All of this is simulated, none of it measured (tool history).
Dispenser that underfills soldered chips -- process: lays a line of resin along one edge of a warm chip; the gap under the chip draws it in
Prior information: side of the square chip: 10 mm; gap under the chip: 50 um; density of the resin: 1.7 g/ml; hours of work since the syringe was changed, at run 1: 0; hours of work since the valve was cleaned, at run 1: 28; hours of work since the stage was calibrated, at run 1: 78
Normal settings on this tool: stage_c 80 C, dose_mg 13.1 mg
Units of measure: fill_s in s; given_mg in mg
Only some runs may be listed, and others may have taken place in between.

| run | hour | stage_c | dose_mg | hours of work since the syringe was changed | hours of work since the valve was cleaned | hours of work since the stage was calibrated | fill_s | given_mg |
|---|---|---|---|---|---|---|---|---|
| 1 | 0 | 80 | 13.1 | 0 | 28 | 78 | 121.9 | 12.92 |
| 2 | 12.8 | 80 | 13.1 | 9 | 37 | 87 | 237 | 12.87 |
|  | 14 | new syringe of resin |
| 3 | 23.9 | 80 | 13.1 | 7 | 44 | 94 | 205 | 12.7 |
|  | 25.8 | dispensing valve cleaned and set on the balance |
|  | 29.1 | new syringe of resin |
| 4 | 34.3 | 80 | 13.1 | 4 | 6 | 101 | 158.2 | 13.01 |
|  | 43.3 | new syringe of resin |
| 5 | 45.4 | 68 | 13.1 | 1 | 13 | 108 | 193.7 | 13.03 |
|  | 57.9 | new syringe of resin |
| 6 | 60.1 | 85 | 13.1 | 2 | 23 | 118 | 117.4 | 12.9 |
| 7 | 66.1 | 80 | 11.9 | 6 | 27 | 122 | 186.6 | 11.72 |
|  | 72 | new syringe of resin |
| 8 | 72.5 | 80 | 13.1 | 0 | 31 | 126 | 125.7 | 12.91 |
| 9 | 83.1 | 80 | 13.1 | 8 | 38 | 134 | 216.4 | 12.72 |
|  | 86.3 | new syringe of resin |
|  | 94 | dispensing valve cleaned and set on the balance |
| 10 | 97.6 | 80 | 11.6 | 7 | 3 | 143 | 200.2 | 11.51 |
|  | 101.8 | new syringe of resin |
| 11 | 107.3 | 80 | 11.6 | 4 | 9 | 149 | 164.5 | 11.54 |
| 12 | 115.3 | 80 | 11.6 | 9 | 14 | 155 | 241.9 | 11.48 |
|  | 116.8 | new syringe of resin |
| 13 | 127.1 | 80 | 16.8 | 7 | 22 | 162 | 192.2 | 16.52 |
|  | 131.3 | new syringe of resin |
| 14 | 134.3 | 80 | 12 | 2 | 27 | 167 | 143.6 | 11.7 |
| 15 | 143.7 | 80 | 12 | 9 | 34 | 174 | 230 | 11.74 |
|  | 145.2 | new syringe of resin |
| 16 | 154.1 | 80 | 12 | 6 | 40 | 181 | 191.2 | 11.65 |
|  | 159.4 | new syringe of resin |
|  | 161.5 | dispensing valve cleaned and set on the balance |
| 17 | 165.3 | 80 | 12 | 3 | 3 | 187 | 157.8 | 12.03 |
| 18 | 172.5 | 80 | 12 | 8 | 8 | 192 | 228.5 | 11.88 |
|  | 174.9 | new syringe of resin |
| 19 | 182.4 | 80 | 12 | 5 | 14 | 199 | 178.9 | 11.82 |
|  | 189.4 | new syringe of resin |
| 20 | 194.5 | 88 | 15.1 | 3 | 22 | 207 | 122.5 | 14.85 |
|  | 203.4 | new syringe of resin |
| 21 | 207.3 | 87 | 16.5 | 3 | 31 | 216 | 115.5 | 16.18 |
| 22 | 214.6 | 87 | 16.5 | 8 | 36 | 221 | 166.6 | 16.13 |
|  | 217.4 | new syringe of resin |
| 23 | 226.4 | 94 | 16.7 | 6 | 44 | 228 | 123.3 | 16.26 |
|  | 228.6 | dispensing valve cleaned and set on the balance |
|  | 233.1 | new syringe of resin |
| 24 | 236.9 | 94 | 16.7 | 3 | 5 | 235 | 93.5 | 16.65 |
| 25 | 245.3 | 94 | 16.7 | 8 | 11 | 241 | 142 | 16.61 |
|  | 247.6 | new syringe of resin |
| 26 | 251.5 | 77 | 11.2 | 3 | 15 | 245 | 160.1 | 11.15 |
| 27 | 258.2 | 84 | 12 | 7 | 20 | 249 | 177.9 | 11.78 |
|  | 261.7 | new syringe of resin |
| 28 | 272.1 | 84 | 12 | 7 | 29 | 258 | 182.6 | 11.89 |
|  | 276 | new syringe of resin |
| 29 | 281 | 75 | 15.8 | 3 | 35 | 264 | 175.6 | 15.53 |
|  | 290.4 | new syringe of resin |
| 30 | 292.8 | 93 | 15.9 | 2 | 43 | 272 | 90.9 | 15.45 |
|  | 295.9 | dispensing valve cleaned and set on the balance |
| 31 | 303.7 | 68 | 11.8 | 8 | 5 | 279 | 324.8 | 11.81 |
|  | 306 | new syringe of resin |
| 32 | 310.5 | 68 | 11.8 | 3 | 10 | 284 | 219 | 11.69 |
| 33 | 318.6 | 68 | 15.4 | 9 | 15 | 289 | 319.1 | 15.24 |
|  | 320.8 | new syringe of resin |
| 34 | 330.3 | 79 | 15.4 | 7 | 23 | 297 | 186.8 | 15.26 |

Forecast each of these 3 alternatives for the next run:
|  | 335.3 | new syringe of resin |
| A | 339.8 | 74 | 15.4 | 3 | 29 | 303 | ? | ? |
|  | 335.3 | new syringe of resin |
| B | 339.8 | 79 | 11.4 | 3 | 29 | 303 | ? | ? |
|  | 335.3 | new syringe of resin |
| C | 339.8 | 79 | 15 | 3 | 29 | 303 | ? | ? |

| run | fill_s | given_mg |
|---|---|---|
| A | 175.6 | 15.08 |
| B | 158.9 | 11.16 |
| C | 152.2 | 14.66 |
What these runs would have given with no unlogged condition in the tool:
| run | fill_s | given_mg |
|---|---|---|
| A | 145.9 | 15.35 |
| B | 131.4 | 11.36 |
| C | 126.3 | 14.92 |
